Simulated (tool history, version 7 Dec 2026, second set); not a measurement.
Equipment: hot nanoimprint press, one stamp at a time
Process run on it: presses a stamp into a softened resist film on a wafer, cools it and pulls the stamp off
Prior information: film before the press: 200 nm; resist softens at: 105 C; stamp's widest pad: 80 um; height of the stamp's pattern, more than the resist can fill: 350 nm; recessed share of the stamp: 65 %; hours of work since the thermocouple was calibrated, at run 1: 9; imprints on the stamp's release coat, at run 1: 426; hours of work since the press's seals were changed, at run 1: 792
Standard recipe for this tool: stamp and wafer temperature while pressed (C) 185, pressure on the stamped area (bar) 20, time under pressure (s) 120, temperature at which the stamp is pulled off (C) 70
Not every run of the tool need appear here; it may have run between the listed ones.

run   hour  stamp and wafer temperature while pressed (C)  pressure on the stamped area (bar)  time under pressure (s)  temperature at which the stamp is pulled off (C)  hours of work since the thermocouple was calibrated  imprints on the stamp's release coat  hours of work since the press's seals were changed  resist left under the stamp's widest pad (angstrom)  greatest force while the stamp is pulled off (N)
  1      0                                            185                                  20                      120                                                70                                                    9                                   426                                                 792                                                  883                                               213
  2   24.2                                            185                                  20                      120                                                70                                                   20                                   486                                                 804                                                  885                                               213
      44.8  -- stamp cleaned and given a new release coat
  3   52.8                                            185                                  20                      120                                                70                                                   31                                    20                                                 815                                                  881                                               197
  4   94.9                                            185                                  20                       66                                                70                                                   52                                   124                                                 836                                                 1112                                               202
  5  131.3                                            195                                  20                       66                                                70                                                   70                                   214                                                 853                                                  797                                               203
     136.4  -- plate thermocouple calibrated
  6  167.9                                            185                                  20                      120                                                70                                                   15                                   298                                                 870                                                  889                                               210
  7  203.8                                            190                                  20                      120                                                58                                                   33                                   387                                                 887                                                  744                                               252
  8  243.4                                            190                                  20                      120                                                58                                                   52                                   485                                                 906                                                  744                                               255
     264.6  -- stamp cleaned and given a new release coat
  9  280.6                                            192                                  20                      194                                                58                                                   67                                    40                                                 922                                                  563                                               237
     301.3  -- plate thermocouple calibrated, once more
 10  314.6                                            186                                  20                      112                                                70                                                    6                                   117                                                 937                                                  885                                               200

Run 11 is up next; what results do you expect?
 11  344.8                                            185                                  20                      105                                                70                                                   21                                   191                                                 951                                                    ?                                                 ?

Run 11 came out at resist left under the stamp's widest pad (angstrom) 938, greatest force while the stamp is pulled off (N) 205.
The same run, on a tool lacking any hidden state, would have yielded resist left under the stamp's widest pad (angstrom) 913, greatest force while the stamp is pulled off (N) 196.
